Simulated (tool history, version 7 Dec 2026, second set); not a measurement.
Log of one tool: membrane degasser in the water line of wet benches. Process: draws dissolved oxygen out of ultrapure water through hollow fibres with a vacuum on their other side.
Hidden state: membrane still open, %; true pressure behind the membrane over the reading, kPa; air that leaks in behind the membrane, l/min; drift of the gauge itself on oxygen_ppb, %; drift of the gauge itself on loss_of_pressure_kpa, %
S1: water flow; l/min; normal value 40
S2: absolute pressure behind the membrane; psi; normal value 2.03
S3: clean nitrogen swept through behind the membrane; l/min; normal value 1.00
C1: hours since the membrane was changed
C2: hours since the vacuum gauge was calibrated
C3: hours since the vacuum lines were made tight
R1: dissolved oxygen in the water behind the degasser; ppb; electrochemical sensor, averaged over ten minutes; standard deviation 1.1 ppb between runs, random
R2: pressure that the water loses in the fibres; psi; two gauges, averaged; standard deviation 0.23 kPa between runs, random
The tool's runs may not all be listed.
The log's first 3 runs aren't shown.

Run 4, hour 101.7: usual settings; C1 1428; C2 1735; C3 4193. Result: R1 811.9 ppb, R2 8.663 psi.
Run 5, hour 139.9: usual settings but S1 24 l/min; C1 1466; C2 1773; C3 4231. Result: R1 538.7 ppb, R2 5.214 psi.
Run 6, hour 183.5: usual settings; C1 1510; C2 1817; C3 4275. Result: R1 808.8 ppb, R2 8.663 psi.
Run 7, hour 227.2: usual settings; C1 1554; C2 1861; C3 4318. Result: R1 811.3 ppb, R2 8.692 psi.
Run 8, hour 272.6: usual settings; C1 1599; C2 1906; C3 4364. Result: R1 810.7 ppb, R2 8.651 psi.
Run 9, hour 312.4: usual settings but S2 1.61 psi; C1 1639; C2 1946; C3 4404. Result: R1 609.4 ppb, R2 8.699 psi.
Run 10, hour 346.9: usual settings but S2 1.61 psi; C1 1673; C2 1980; C3 4438. Result: R1 610.8 ppb, R2 8.699 psi.
Run 11, hour 387.0: usual settings but S2 1.61 psi; C1 1713; C2 2021; C3 4478. Result: R1 611.6 ppb, R2 8.730 psi.
Run 12, hour 433.0: usual settings but S2 1.61 psi; C1 1759; C2 2067; C3 4524. Result: R1 610.2 ppb, R2 8.711 psi.
Run 13, hour 486.0: usual settings but S2 1.61 psi; C1 1812; C2 2120; C3 4577. Result: R1 610.2 ppb, R2 8.682 psi.
Run 14, hour 523.2: usual settings but S2 1.61 psi; C1 1850; C2 2157; C3 4614. Result: R1 611.1 ppb, R2 8.696 psi.
Run 15, hour 577.1: usual settings but S2 1.61 psi; C1 1903; C2 2211; C3 4668. Result: R1 610.3 ppb, R2 8.754 psi.
Run 16, hour 626.0: usual settings but S2 1.61 psi, S3 2.60 l/min; C1 1952; C2 2260; C3 4717. Result: R1 287.5 ppb, R2 8.744 psi.
Run 17, hour 665.8: usual settings but S2 1.61 psi, S3 2.60 l/min; C1 1992; C2 2299; C3 4757. Result: R1 286.8 ppb, R2 8.734 psi.
Run 18, hour 718.0: usual settings but S2 2.81 psi, S3 1.07 l/min; C1 2044; C2 2352; C3 4809. Result: R1 1110.6 ppb, R2 8.753 psi.
At hour 723.4: vacuum gauge calibrated.
Run 19, hour 760.3: usual settings but S2 3.38 psi, S3 1.15 l/min; C1 2086; C2 37; C3 4851. Result: R1 1269.1 ppb, R2 8.728 psi.
Run 20, hour 817.3: usual settings but S2 3.39 psi, S3 1.83 l/min; C1 2143; C2 94; C3 4908. Result: R1 900.7 ppb, R2 8.770 psi.
Run 21, hour 841.1: usual settings but S2 3.39 psi, S3 1.83 l/min; C1 2167; C2 118; C3 4932. Result: R1 898.5 ppb, R2 8.769 psi.
At hour 856.1: vacuum gauge calibrated, once more.
Run 22, hour 865.0: usual settings but S1 38 l/min, S2 1.38 psi, S3 1.83 l/min; C1 2190; C2 9; C3 4955. Result: R1 296.8 ppb, R2 8.303 psi.
Run 23, hour 898.7: usual settings but S1 42 l/min, S2 1.29 psi, S3 0.51 l/min; C1 2224; C2 43; C3 4989. Result: R1 739.5 ppb, R2 9.171 psi.

What does the tool deliver on the next run?
Run 24, hour 944.6: usual settings but S1 42 l/min, S2 3.05 psi, S3 1.63 l/min; C1 2270; C2 89; C3 5035. Result: R1 ?, R2 ?.

Run 24 yielded R1 913.9 ppb, R2 9.178 psi.
On a tool with no hidden condition, and with the same random variation, this run would have come out at R1 909.1 ppb, R2 9.053 psi.
